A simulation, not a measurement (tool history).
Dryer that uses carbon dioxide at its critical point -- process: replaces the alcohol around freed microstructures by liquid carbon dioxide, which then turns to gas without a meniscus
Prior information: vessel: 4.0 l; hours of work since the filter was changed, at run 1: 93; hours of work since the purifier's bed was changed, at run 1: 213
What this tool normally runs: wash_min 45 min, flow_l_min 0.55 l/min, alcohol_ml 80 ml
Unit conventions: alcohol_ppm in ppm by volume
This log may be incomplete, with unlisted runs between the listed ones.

run,hour,wash_min,flow_l_min,alcohol_ml,hours of work since the filter was changed,hours of work since the purifier's bed was changed,alcohol_ppm
1,0,45,0.55,80,93,213,115
2,27.6,45,0.55,80,102,221,117
3,54.6,45,0.55,80,110,229,121
4,80.9,45,0.76,80,118,237,56
5,106,45,0.444,80,126,245,278
6,123.8,45,0.444,80,131,250,284
7,150.7,45,0.444,80,139,258,300
8,174.9,45,0.444,80,147,266,299
9,187.8,39,0.55,80,150,270,223
10,204.2,39,0.55,80,155,275,221
11,219.4,45,0.55,80,160,279,145
# hour 234.3: inlet filter changed
12,238.8,43,0.55,80,1,285,136
13,251.7,43,0.55,80,5,289,129
14,265,43,0.55,80,9,293,124
15,278.2,45,0.39,80,13,297,381
16,303.4,45,0.39,80,21,304,376
17,321.5,45,0.39,80,26,310,399
18,341,45,0.55,80,32,316,117
19,358,45,0.55,80,38,321,120
20,369.7,59,0.506,35,41,325,70
21,388.8,42,0.55,60,47,330,124
22,411,69,0.842,120,54,337,61
23,438.4,45,0.645,80,62,345,93
24,455.9,37,0.645,66,67,351,128
25,468.3,37,0.645,66,71,354,134
26,482.4,59,0.444,80,75,359,107
27,509.6,30,0.444,40,84,367,534
28,522.4,45,0.752,76,87,371,78
29,548.5,45,0.563,24,95,379,91
30,572.5,45,0.563,24,103,386,85
31,586.6,56,0.796,29,107,390,69
32,608.6,35,0.514,79,114,397,415
33,628.4,60,0.627,79,120,403,79
34,642.3,30,0.332,49,124,407,1391
35,664.7,45,0.55,35,131,414,113
36,683.3,45,0.55,35,136,420,116
37,697.9,66,0.364,32,141,424,115

Results for each run, recomputed without the tool's hidden state and with each run's random variation untouched:
Hidden state present: flow that reaches the vessel past the clogged filter, %; alcohol in the recycled carbon dioxide, ppm; drift of the gauge itself on alcohol_ppm, %.
run,alcohol_ppm
1,61
2,62
3,63
4,13
5,180
6,183
7,193
8,189
9,127
10,124
11,68
12,88
13,80
14,74
15,322
16,314
17,332
18,61
19,60
20,14
21,61
22,5
23,31
24,60
25,66
26,40
27,425
28,15
29,25
30,19
31,4
32,287
33,11
34,1170
35,35
36,37
37,35

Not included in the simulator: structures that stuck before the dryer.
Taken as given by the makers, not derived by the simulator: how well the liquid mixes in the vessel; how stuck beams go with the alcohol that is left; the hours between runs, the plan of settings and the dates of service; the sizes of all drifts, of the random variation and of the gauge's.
